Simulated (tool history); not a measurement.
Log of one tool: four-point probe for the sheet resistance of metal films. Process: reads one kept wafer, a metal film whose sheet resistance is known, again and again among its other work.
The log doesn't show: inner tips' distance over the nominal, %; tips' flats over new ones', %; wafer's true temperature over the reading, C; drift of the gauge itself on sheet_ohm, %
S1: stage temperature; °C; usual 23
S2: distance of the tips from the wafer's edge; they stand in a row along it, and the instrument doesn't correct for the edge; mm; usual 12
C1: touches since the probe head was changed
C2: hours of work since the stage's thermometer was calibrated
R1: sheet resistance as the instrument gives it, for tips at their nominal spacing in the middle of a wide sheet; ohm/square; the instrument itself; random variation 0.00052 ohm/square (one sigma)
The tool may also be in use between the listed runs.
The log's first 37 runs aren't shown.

run 38 day=32.767 | S1=31 S2=16 | C1=76663 C2=227 | R1=2.625656
run 39 day=33.504 | S1=21 S2=14 | C1=77749 C2=241 | R1=2.645441
run 40 day=34.796 | S1=21 S2=14 | C1=79654 C2=266 | R1=2.645847
run 41 day=35.362 | S1=23 S2=3 | C1=80492 C2=277 | R1=2.782947
run 42 day=36.021 | S1=34 S2=35 | C1=81462 C2=289 | R1=2.616783
run 43 day=37.088 | S1=32 S2=17 | C1=83034 C2=310 | R1=2.624873
run 44 day=37.788 | S1=28 S2=3 | C1=84065 C2=323 | R1=2.774235
run 45 day=38.925 | S1=25 S2=4 | C1=85745 C2=345 | R1=2.71707

4 ways to go on from here, each from the tool as it stands after run 45. What would each give?
run A day=40.208 | S1=21 S2=30 | C1=87637 C2=370 | R1=?
run B day=40.208 | S1=19 S2=4 | C1=87637 C2=370 | R1=?
run C day=40.208 | S1=27 S2=4 | C1=87637 C2=370 | R1=?
run D day=40.208 | S1=32 S2=5 | C1=87637 C2=370 | R1=?

run=A R1=2.641781
run=B R1=2.729978
run=C R1=2.714342
run=D R1=2.674666
Without the tool's hidden state the same runs would have given:
run=A R1=2.619015
run=B R1=2.706523
run=C R1=2.690988
run=D R1=2.65161
